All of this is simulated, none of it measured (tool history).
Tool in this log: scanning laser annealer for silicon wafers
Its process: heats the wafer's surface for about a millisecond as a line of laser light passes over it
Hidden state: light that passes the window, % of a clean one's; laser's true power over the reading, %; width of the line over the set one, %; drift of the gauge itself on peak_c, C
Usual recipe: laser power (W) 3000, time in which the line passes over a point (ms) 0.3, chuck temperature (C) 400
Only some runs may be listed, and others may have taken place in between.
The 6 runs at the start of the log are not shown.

run   hour  laser power (W)  time in which the line passes over a point (ms)  chuck temperature (C)  hours of work since the window was cleaned  hours of work since the power meter was calibrated  hours of work since the optics were aligned  highest temperature of the surface (C)
  7   36.4             3000                                              0.3                    437                                          89                                                 149                                          714                                    1264
  8   45.1             3000                                              0.3                    437                                          94                                                 154                                          720                                    1263
  9   51.2             3000                                              0.3                    437                                          98                                                 158                                          724                                    1260
 10   55.7             3000                                              0.3                    437                                         101                                                 161                                          726                                    1263
 11   61.4             3000                                              0.3                    437                                         104                                                 164                                          730                                    1263
 12   69.3             3000                                              0.3                    437                                         109                                                 169                                          735                                    1261
 13   73.6             3177                                              0.3                    400                                         112                                                 172                                          737                                    1275
 14   79.7             3000                                              0.3                    400                                         116                                                 175                                          741                                    1228
 15   83.5             3000                                              0.3                    400                                         118                                                 178                                          743                                    1225
 16   90.9             3000                                              0.3                    369                                         123                                                 182                                          748                                    1196
 17   96.9             2604                                              0.3                    434                                         126                                                 186                                          752                                    1155
 18  104.8             2604                                              0.3                    434                                         131                                                 191                                          757                                    1155
 19  110.8             2559                                             0.24                    407                                         135                                                 194                                          760                                    1027
 20    116             2663                                             0.24                    407                                         138                                                 198                                          763                                    1054
 21  123.8             3000                                              0.3                    362                                         143                                                 202                                          768                                    1191
 22    133             2636                                              0.3                    383                                         148                                                 208                                          774                                    1112
 23  138.6             3061                                            0.328                    435                                         152                                                 212                                          777                                    1320
 24  147.8             3061                                            0.328                    435                                         158                                                 217                                          783                                    1323
 25  152.1             3061                                            0.328                    435                                         160                                                 220                                          786                                    1320
 26  156.2             3000                                            0.241                    400                                         163                                                 222                                          788                                    1126
 27  163.8             3000                                            0.268                    394                                         167                                                 227                                          793                                    1164
 28  172.2             3114                                            0.262                    400                                         173                                                 232                                          798                                    1186
 29  180.7             3114                                            0.262                    400                                         178                                                 238                                          803                                    1186
 30    186             3298                                            0.309                    400                                         181                                                 241                                          807                                    1321
 31  193.1             3298                                            0.309                    399                                         185                                                 245                                          811                                    1321

3 options for the next run, each taken on its own from the tool as it stands now. Forecast them:
  A  201.1             3298                                            0.278                    439                                         190                                                 250                                          816                                       ?
  B  201.1             2822                                            0.285                    400                                         190                                                 250                                          816                                       ?
  C  201.1             2647                                            0.221                    374                                         190                                                 250                                          816                                       ?

run  highest temperature of the surface (C)
  A                                    1305
  B                                    1156
  C                                     985
Without the tool's hidden state the same runs would have given:
run  highest temperature of the surface (C)
  A                                    1305
  B                                    1157
  C                                     986
